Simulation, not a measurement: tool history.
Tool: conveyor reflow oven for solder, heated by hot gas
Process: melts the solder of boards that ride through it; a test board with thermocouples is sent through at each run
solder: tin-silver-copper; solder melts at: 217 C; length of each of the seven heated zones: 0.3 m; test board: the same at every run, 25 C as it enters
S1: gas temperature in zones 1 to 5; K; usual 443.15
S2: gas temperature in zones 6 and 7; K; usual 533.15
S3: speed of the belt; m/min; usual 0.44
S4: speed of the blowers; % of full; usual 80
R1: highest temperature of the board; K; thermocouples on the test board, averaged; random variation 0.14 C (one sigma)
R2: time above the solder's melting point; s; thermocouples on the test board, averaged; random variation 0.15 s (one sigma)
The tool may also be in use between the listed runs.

run	hour	S1	S2	S3	S4	R1	R2
1	0	443.15	533.15	0.44	80	521.75	58.2
2	9.6	443.15	533.15	0.44	65	518.45	53.8
3	18.9	443.15	533.15	0.44	65	518.05	54.2
4	27.7	443.15	533.15	0.44	65	518.45	53.9
5	37.9	443.15	533.15	0.44	80	521.75	58.4
6	44.1	443.15	533.15	0.44	80	521.65	58.4
7	52.9	443.15	533.15	0.44	80	521.75	58.2
8	61	443.15	533.15	0.44	80	521.65	58.5
9	68.1	431.15	533.15	0.44	80	519.95	53.1
# hour 73.9: flux residue cleaned out of gas plates and filters
10	80.9	431.15	533.15	0.44	80	520.15	53.4
11	89.6	431.15	533.15	0.44	80	520.05	53
12	100.7	443.15	533.15	0.482	80	519.35	50.3
13	105.7	443.15	533.15	0.482	80	519.25	50.8
14	111.1	439.15	537.15	0.482	80	521.95	51.4
15	120.4	439.15	537.15	0.482	80	522.35	51.5
16	130.8	436.15	537.15	0.482	80	521.95	50
17	141.5	449.15	537.15	0.497	80	522.95	53.3
18	152.2	441.15	537.15	0.367	80	529.45	78
19	162.7	436.15	537.15	0.367	80	528.85	75.2
20	170.7	449.15	524.15	0.505	87	512.45	44.8
21	177.7	449.15	521.15	0.409	52	507.35	46.4
22	186.9	449.15	521.15	0.409	52	507.45	46.4
23	194.3	430.15	527.15	0.486	64	507.35	31.8
24	201.6	443.15	544.15	0.44	80	531.85	65.1
25	208.2	443.15	544.15	0.44	80	531.85	65.2

4 ways to go on from here, each from the tool as it stands after run 25. What would each give?
A	213.1	443.15	544.15	0.352	80	?	?
B	213.1	448.15	533.15	0.411	80	?	?
C	213.1	443.15	533.15	0.415	80	?	?
D	213.1	442.15	533.15	0.44	70	?	?

run	R1	R2
A	536.95	87.4
B	523.95	67.3
C	523.15	63.6
D	519.35	55.1
Without the tool's hidden state the same runs would have given:
run	R1	R2
A	536.95	87.4
B	523.95	67.4
C	523.25	63.7
D	519.45	55.1
